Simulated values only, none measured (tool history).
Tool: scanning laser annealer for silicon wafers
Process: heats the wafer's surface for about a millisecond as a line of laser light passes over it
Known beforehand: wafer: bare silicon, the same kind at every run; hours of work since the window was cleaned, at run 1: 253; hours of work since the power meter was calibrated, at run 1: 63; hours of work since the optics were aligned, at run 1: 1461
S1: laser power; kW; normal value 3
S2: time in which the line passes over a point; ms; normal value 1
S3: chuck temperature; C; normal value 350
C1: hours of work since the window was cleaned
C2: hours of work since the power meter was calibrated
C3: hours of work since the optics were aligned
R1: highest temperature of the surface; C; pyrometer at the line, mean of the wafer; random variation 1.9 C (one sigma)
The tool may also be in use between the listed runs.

run	hour	S1	S2	S3	C1	C2	C3	R1
1	0	3	1	350	253	63	1461	1101
2	16.1	3	1	351	263	73	1471	1106
3	27.7	3	1.22	350	270	80	1479	1185
4	37.1	3	1.22	350	276	86	1484	1186
5	43.9	3	1.22	350	280	90	1489	1185
6	57.1	3.13	1.22	350	288	98	1497	1220
7	73.3	3.13	1.22	350	298	108	1507	1220
8	88.6	3.13	1.22	350	308	117	1516	1218
# hour 98.1: window over the wafer cleaned
9	106.6	3.13	1.22	350	5	127	1526	1262
10	121.4	3	1	350	14	136	1535	1127
11	133.7	3	1	350	22	144	1543	1126
12	141	3	1	318	27	149	1547	1095
13	148.7	3	1	350	31	153	1552	1131
14	157.6	3	1	357	37	159	1558	1133
15	173.3	3	0.77	350	47	169	1567	1021
16	182.9	3	0.77	350	52	174	1573	1025
17	189.9	3	0.82	350	57	179	1578	1043
18	206.3	3	0.82	350	67	189	1588	1045
19	216.4	3	0.82	350	73	195	1594	1046
20	223.5	3	1	350	78	200	1598	1120
21	232.4	2.685	1	322	83	205	1604	1003
22	246.3	3	0.9	361	92	214	1613	1088
23	254.4	2.571	1.19	383	97	219	1617	1089
24	268.9	2.571	1.19	383	106	228	1627	1089
25	280	2.951	1	368	113	235	1633	1121
26	290.6	2.951	1	368	119	241	1640	1118
27	303.5	2.951	1	368	127	249	1648	1119
28	314.4	2.951	1	368	134	256	1655	1117
29	326.8	3.233	0.87	359	141	264	1662	1127
30	336.4	3.233	0.87	359	147	269	1668	1127
31	350.5	2.881	1.19	328	156	278	1677	1128
32	359.5	2.881	1.19	328	162	284	1683	1121
33	366.7	2.881	1.19	328	166	288	1687	1124
34	375.1	2.601	0.84	333	171	293	1692	925
35	382.6	3.299	0.85	333	176	298	1697	1105
36	396.8	2.703	1	350	185	307	1706	1023
37	411.9	2.703	1	350	194	316	1715	1021
38	425.8	2.703	1	350	203	325	1724	1020
39	437.8	3	1.06	336	210	332	1731	1112
40	446.1	3	0.79	350	215	337	1736	1012

Alternative continuations, all from the tool just after run 40; predict every row:
A	457.5	2.821	1	350	222	344	1743	?
B	457.5	2.77	0.87	365	222	344	1743	?
C	457.5	2.739	0.73	369	222	344	1743	?
D	457.5	3.294	1	350	222	344	1743	?

run	R1
A	1051
B	1004
C	942
D	1184
Had the tool no hidden state, the same runs would have come out as:
run	R1
A	1090
B	1039
C	974
D	1230
